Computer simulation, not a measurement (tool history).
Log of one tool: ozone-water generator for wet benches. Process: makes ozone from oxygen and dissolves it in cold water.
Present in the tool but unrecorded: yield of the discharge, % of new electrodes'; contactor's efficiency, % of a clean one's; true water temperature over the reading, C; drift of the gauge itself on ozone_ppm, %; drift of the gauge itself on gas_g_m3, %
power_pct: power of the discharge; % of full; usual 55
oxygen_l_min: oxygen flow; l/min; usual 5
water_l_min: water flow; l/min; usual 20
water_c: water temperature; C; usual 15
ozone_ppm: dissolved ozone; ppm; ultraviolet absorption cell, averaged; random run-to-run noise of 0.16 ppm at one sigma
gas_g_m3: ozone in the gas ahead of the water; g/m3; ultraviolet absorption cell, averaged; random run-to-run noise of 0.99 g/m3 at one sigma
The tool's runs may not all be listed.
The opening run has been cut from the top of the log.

run   hour  power_pct  oxygen_l_min  water_l_min  water_c  hours of work since the electrodes were changed  hours of work since the contactor was cleaned  hours of work since the thermometer was calibrated  ozone_ppm  gas_g_m3
  2   22.9         55             5           20       15                                             1038                                           3251                                                 108       21.2     170.2
  3   45.9         55             5           20       14                                             1054                                           3267                                                 124       20.8       172
  4   92.7         55             5           28       14                                             1088                                           3300                                                 157       15.9     169.4
  5  121.5         55             5           28       14                                             1108                                           3321                                                 177       15.4     171.4
  6  155.2         55             5           20       15                                             1132                                           3344                                                 201       20.9     170.1
  7  194.1         55             5           20       15                                             1159                                           3372                                                 229       20.6     170.3
  8  233.5         55          3.23           20       15                                             1187                                           3400                                                 257       18.8       204
  9  261.8         55          3.23           20       15                                             1207                                           3420                                                 277         19     202.8
 10  288.1         55          3.23           20       15                                             1226                                           3438                                                 295       19.2     203.3
 11    323         55          3.23           20       15                                             1250                                           3463                                                 320         19     204.1
 12  348.1         55             5           20       15                                             1268                                           3481                                                 338       21.1     170.2
 13  394.8         55             5           20       15                                             1301                                           3514                                                 371       21.1       170
 14  435.9         55             5           20       15                                             1330                                           3543                                                 400       21.1       171
 15  481.3         55             5           20       15                                             1362                                           3575                                                 432       20.9     171.8
 16    513         55             5           20       15                                             1385                                           3597                                                 454         21     170.2
 17  551.4         55             5           20       15                                             1412                                           3625                                                 481       20.8     170.8
 18  598.9         55          6.47           20       15                                             1446                                           3658                                                 515       21.6     154.2
 19  620.3         64           3.6           20       15                                             1461                                           3673                                                 530       21.8     221.2
 20  663.6         64           3.6           20       15                                             1491                                           3704                                                 561       22.2     221.5
 21    706         73          8.96           13        8                                             1521                                           3734                                                 591       41.9       169
 22  754.5         55          4.93           20       15                                             1556                                           3768                                                 625       20.7     172.6

The next listed run, before its measurement:
 23  797.3         64          3.63           20       15                                             1586                                           3798                                                 655          ?         ?

ozone_ppm: 22.1 ppm
gas_g_m3: 219.7 g/m3
With no hidden state in the tool, this same run would have given ozone_ppm 22.1 ppm, gas_g_m3 219.8 g/m3.
